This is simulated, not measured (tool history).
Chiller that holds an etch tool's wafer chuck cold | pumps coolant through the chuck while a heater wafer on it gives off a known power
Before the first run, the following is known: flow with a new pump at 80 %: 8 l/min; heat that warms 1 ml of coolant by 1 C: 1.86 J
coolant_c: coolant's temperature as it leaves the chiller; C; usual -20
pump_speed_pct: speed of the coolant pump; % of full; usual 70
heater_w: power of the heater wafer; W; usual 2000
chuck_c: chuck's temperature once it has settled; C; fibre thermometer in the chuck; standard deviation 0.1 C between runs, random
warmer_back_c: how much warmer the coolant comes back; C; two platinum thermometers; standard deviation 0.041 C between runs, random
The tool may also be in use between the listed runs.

Run 1, hour 0.0: usual settings. Result: chuck_c -1.9 C, warmer_back_c 9.46 C.
Run 2, hour 56.3: usual settings. Result: chuck_c -2.0 C, warmer_back_c 9.56 C.
Run 3, hour 148.0: usual settings. Result: chuck_c -1.9 C, warmer_back_c 9.53 C.
Run 4, hour 233.7: usual settings. Result: chuck_c -1.8 C, warmer_back_c 9.58 C.
Run 5, hour 285.3: usual settings. Result: chuck_c -1.9 C, warmer_back_c 9.57 C.
Run 6, hour 331.7: usual settings. Result: chuck_c -1.8 C, warmer_back_c 9.56 C.
Run 7, hour 388.5: usual settings. Result: chuck_c -1.7 C, warmer_back_c 9.57 C.
Run 8, hour 500.3: usual settings. Result: chuck_c -2.0 C, warmer_back_c 9.58 C.
Run 9, hour 565.2: usual settings. Result: chuck_c -1.8 C, warmer_back_c 9.65 C.
Run 10, hour 625.4: usual settings. Result: chuck_c -1.7 C, warmer_back_c 9.59 C.
Run 11, hour 726.0: usual settings. Result: chuck_c -1.4 C, warmer_back_c 9.65 C.
Run 12, hour 785.2: usual settings but coolant_c -14 C, pump_speed_pct 72 % of full, heater_w 2203 W. Result: chuck_c 6.2 C, warmer_back_c 10.32 C.
Run 13, hour 843.6: usual settings but coolant_c -14 C, pump_speed_pct 72 % of full, heater_w 2203 W. Result: chuck_c 6.3 C, warmer_back_c 10.32 C.
Run 14, hour 945.4: usual settings but coolant_c -23 C, pump_speed_pct 79 % of full, heater_w 2240 W. Result: chuck_c -3.5 C, warmer_back_c 9.66 C.
Run 15, hour 1003.0: usual settings but coolant_c -12 C, pump_speed_pct 78 % of full. Result: chuck_c 5.6 C, warmer_back_c 8.63 C.
Run 16, hour 1067.2: usual settings but coolant_c -12 C, pump_speed_pct 78 % of full. Result: chuck_c 5.7 C, warmer_back_c 8.64 C.
Run 17, hour 1156.9: usual settings but coolant_c -17 C, pump_speed_pct 76 % of full, heater_w 1182 W. Result: chuck_c -6.0 C, warmer_back_c 5.26 C.
Run 18, hour 1269.9: usual settings but pump_speed_pct 89 % of full, heater_w 1079 W. Result: chuck_c -10.9 C, warmer_back_c 4.13 C.
Run 19, hour 1337.3: usual settings but coolant_c -12 C. Result: chuck_c 6.2 C, warmer_back_c 9.66 C.

The log once held 2 entries between its listed runs, left out of this copy. Where does each go, and what is different about the tool's unlogged condition between the listed run before it and the listed run after it?
Logged between run 10 and run 11: chiller's thermometer calibrated (hour 657.6)
  heat passed by the chuck's channels, % of clean ones': 82.2 -> 82; flow at a given pump speed, % of a new pump's: 95.2 -> 95.1; coolant's true temperature over the reading, C: 0.37 -> 0.61
  difference, measured minus the result without the unlogged condition, chuck_c: +3.0 -> +3.2 C; warmer_back_c: +0.46 -> +0.48 C
Logged between run 18 and run 19: chiller's thermometer calibrated, once more (hour 1316.0)
  heat passed by the chuck's channels, % of clean ones': 80.6 -> 80.4; flow at a given pump speed, % of a new pump's: 94.5 -> 94.4; coolant's true temperature over the reading, C: 0.67 -> -0.02
  difference, measured minus the result without the unlogged condition, chuck_c: +2.0 -> +3.0 C; warmer_back_c: +0.23 -> +0.54 C
